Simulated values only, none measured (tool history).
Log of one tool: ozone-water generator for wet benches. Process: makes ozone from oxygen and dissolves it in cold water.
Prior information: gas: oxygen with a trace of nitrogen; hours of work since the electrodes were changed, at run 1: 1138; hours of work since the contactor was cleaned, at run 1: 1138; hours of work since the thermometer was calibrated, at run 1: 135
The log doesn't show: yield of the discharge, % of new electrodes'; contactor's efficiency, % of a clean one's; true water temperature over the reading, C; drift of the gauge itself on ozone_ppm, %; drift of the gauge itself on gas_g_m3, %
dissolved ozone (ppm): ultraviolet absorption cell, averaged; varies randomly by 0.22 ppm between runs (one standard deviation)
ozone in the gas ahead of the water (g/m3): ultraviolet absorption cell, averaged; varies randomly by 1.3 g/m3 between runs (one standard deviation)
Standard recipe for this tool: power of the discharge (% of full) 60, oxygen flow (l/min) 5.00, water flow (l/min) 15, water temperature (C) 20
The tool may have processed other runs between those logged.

| run | day | power of the discharge (% of full) | oxygen flow (l/min) | water flow (l/min) | water temperature (C) | hours of work since the electrodes were changed | hours of work since the contactor was cleaned | hours of work since the thermometer was calibrated | dissolved ozone (ppm) | ozone in the gas ahead of the water (g/m3) |
|---|---|---|---|---|---|---|---|---|---|---|
| 1 | 0.000 | 60 | 5.00 | 15 | 20 | 1138 | 1138 | 135 | 31.9 | 239.5 |
| 2 | 0.921 | 60 | 5.00 | 15 | 20 | 1160 | 1160 | 157 | 32.2 | 239.2 |
| 3 | 2.267 | 60 | 5.00 | 15 | 20 | 1192 | 1192 | 189 | 32.2 | 240.2 |
| 4 | 3.754 | 60 | 5.00 | 15 | 20 | 1228 | 1228 | 225 | 31.9 | 237.8 |
| 5 | 4.446 | 60 | 5.00 | 15 | 20 | 1244 | 1244 | 241 | 31.5 | 239.3 |
| 6 | 5.433 | 60 | 5.00 | 15 | 20 | 1268 | 1268 | 265 | 32.1 | 237.3 |
| 7 | 6.138 | 60 | 5.00 | 15 | 20 | 1285 | 1285 | 282 | 32.0 | 237.6 |
| 8 | 7.321 | 60 | 5.00 | 15 | 26 | 1313 | 1313 | 310 | 28.8 | 238.0 |
| 9 | 7.979 | 60 | 5.00 | 15 | 18 | 1329 | 1329 | 325 | 32.7 | 237.4 |
| 10 | 9.125 | 60 | 5.00 | 15 | 18 | 1356 | 1356 | 353 | 33.1 | 240.6 |
| 11 | 10.604 | 60 | 5.00 | 15 | 20 | 1391 | 1391 | 388 | 31.9 | 237.4 |
| 12 | 11.300 | 60 | 5.00 | 15 | 20 | 1408 | 1408 | 405 | 32.0 | 236.7 |
| 13 | 12.633 | 60 | 6.62 | 15 | 20 | 1439 | 1439 | 436 | 31.8 | 208.8 |
| 14 | 13.454 | 82 | 5.34 | 10 | 25 | 1459 | 1459 | 456 | 46.7 | 293.7 |
| 15 | 14.079 | 82 | 8.54 | 10 | 25 | 1474 | 1474 | 471 | 41.8 | 232.8 |
| 16 | 15.233 | 82 | 8.54 | 10 | 25 | 1501 | 1501 | 498 | 41.5 | 231.5 |
| 17 | 16.671 | 82 | 8.54 | 10 | 25 | 1536 | 1536 | 533 | 41.9 | 231.7 |
| 18 | 18.067 | 98 | 6.82 | 15 | 25 | 1569 | 1569 | 566 | 41.1 | 298.6 |
| 19 | 18.988 | 98 | 6.82 | 15 | 25 | 1591 | 1591 | 588 | 41.4 | 295.1 |
| 20 | 20.258 | 98 | 6.82 | 15 | 25 | 1621 | 1621 | 618 | 40.9 | 298.2 |
| 21 | 21.725 | 89 | 8.33 | 15 | 23 | 1656 | 1656 | 653 | 38.3 | 248.8 |
| 22 | 22.800 | 89 | 8.33 | 15 | 23 | 1682 | 1682 | 679 | 37.9 | 251.4 |
| 23 | 24.083 | 60 | 5.00 | 19 | 13 | 1712 | 1712 | 709 | 28.9 | 238.4 |
| 24 | 25.554 | 60 | 4.73 | 15 | 20 | 1747 | 1747 | 744 | 32.3 | 242.6 |
| 25 | 26.983 | 60 | 4.73 | 15 | 20 | 1781 | 1781 | 778 | 31.5 | 243.2 |
| 26 | 27.875 | 60 | 8.32 | 15 | 20 | 1803 | 1803 | 800 | 29.9 | 182.8 |

Each row is a separate what-if for the run after 26, all from the same tool condition, not one after another. Results?
| A | 28.633 | 60 | 5.00 | 15 | 20 | 1821 | 1821 | 818 | ? | ? |
| B | 28.633 | 60 | 4.10 | 12 | 14 | 1821 | 1821 | 818 | ? | ? |
| C | 28.633 | 94 | 8.32 | 11 | 14 | 1821 | 1821 | 818 | ? | ? |
| D | 28.633 | 60 | 5.00 | 15 | 20 | 1821 | 1821 | 818 | ? | ? |

| run | dissolved ozone (ppm) | ozone in the gas ahead of the water (g/m3) |
|---|---|---|
| A | 31.3 | 237.2 |
| B | 40.8 | 259.9 |
| C | 57.1 | 259.5 |
| D | 31.4 | 236.4 |
Stripped of hidden state, with their random variation kept, the same runs would have yielded:
| run | dissolved ozone (ppm) | ozone in the gas ahead of the water (g/m3) |
|---|---|---|
| A | 32.9 | 245.6 |
| B | 42.7 | 269.1 |
| C | 60.7 | 272.4 |
| D | 33.0 | 244.8 |

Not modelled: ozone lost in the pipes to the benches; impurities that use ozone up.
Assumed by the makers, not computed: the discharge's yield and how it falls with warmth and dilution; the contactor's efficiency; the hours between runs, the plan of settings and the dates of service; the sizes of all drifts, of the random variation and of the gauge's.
